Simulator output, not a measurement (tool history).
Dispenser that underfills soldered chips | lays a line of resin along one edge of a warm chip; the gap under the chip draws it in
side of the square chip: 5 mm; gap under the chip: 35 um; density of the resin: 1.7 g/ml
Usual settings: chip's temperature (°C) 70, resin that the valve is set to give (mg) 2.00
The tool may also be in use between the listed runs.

run   hour  chip's temperature (°C)  resin that the valve is set to give (mg)  time until the resin shows at the far edge (s)  resin that the valve gave (mg)
  1    0.0                       70                                      2.00                                            19.0                           1.979
       6.3  -- new syringe of resin
  2    7.8                       70                                      2.00                                            15.2                           1.965
  3   15.2                       55                                      2.00                                            36.9                           1.950
      18.3  -- new syringe of resin
  4   23.3                       55                                      2.00                                            29.9                           1.942
      29.8  -- new syringe of resin
  5   31.5                       55                                      2.00                                            25.9                           1.931
  6   36.4                       55                                      2.00                                            32.8                           1.930
      41.7  -- new syringe of resin
  7   46.7                       55                                      2.00                                            30.5                           1.919
      53.8  -- new syringe of resin
  8   54.7                       55                                      2.00                                            25.5                           1.912
  9   65.0                       68                                      2.30                                            27.2                           2.186
      66.0  -- new syringe of resin
 10   71.0                       84                                      2.06                                            12.3                           1.954
      77.8  -- new syringe of resin
 11   80.9                       84                                      2.06                                            10.7                           1.933
 12   88.8                       84                                      2.06                                            16.5                           1.910
      90.0  -- new syringe of resin
 13   98.8                       84                                      2.06                                            15.2                           1.913
     101.8  -- new syringe of resin
 14  104.3                       67                                      2.06                                            17.5                           1.909
     107.4  -- dispensing valve cleaned and set on the balance
 15  112.7                       67                                      1.75                                            26.5                           1.760

Forecast each of these 3 alternatives for the next run:
     114.9  -- new syringe of resin
  A  123.4                       66                                      2.29                                               ?                               ?
     114.9  -- new syringe of resin
  B  123.4                       78                                      2.32                                               ?                               ?
     114.9  -- new syringe of resin
  C  123.4                       79                                      1.97                                               ?                               ?

run  time until the resin shows at the far edge (s)  resin that the valve gave (mg)
  A                                            24.8                           2.277
  B                                            17.1                           2.298
  C                                            16.8                           1.956
Without the tool's hidden state the same runs would have given:
run  time until the resin shows at the far edge (s)  resin that the valve gave (mg)
  A                                            16.2                           2.294
  B                                            11.2                           2.315
  C                                            10.8                           1.970
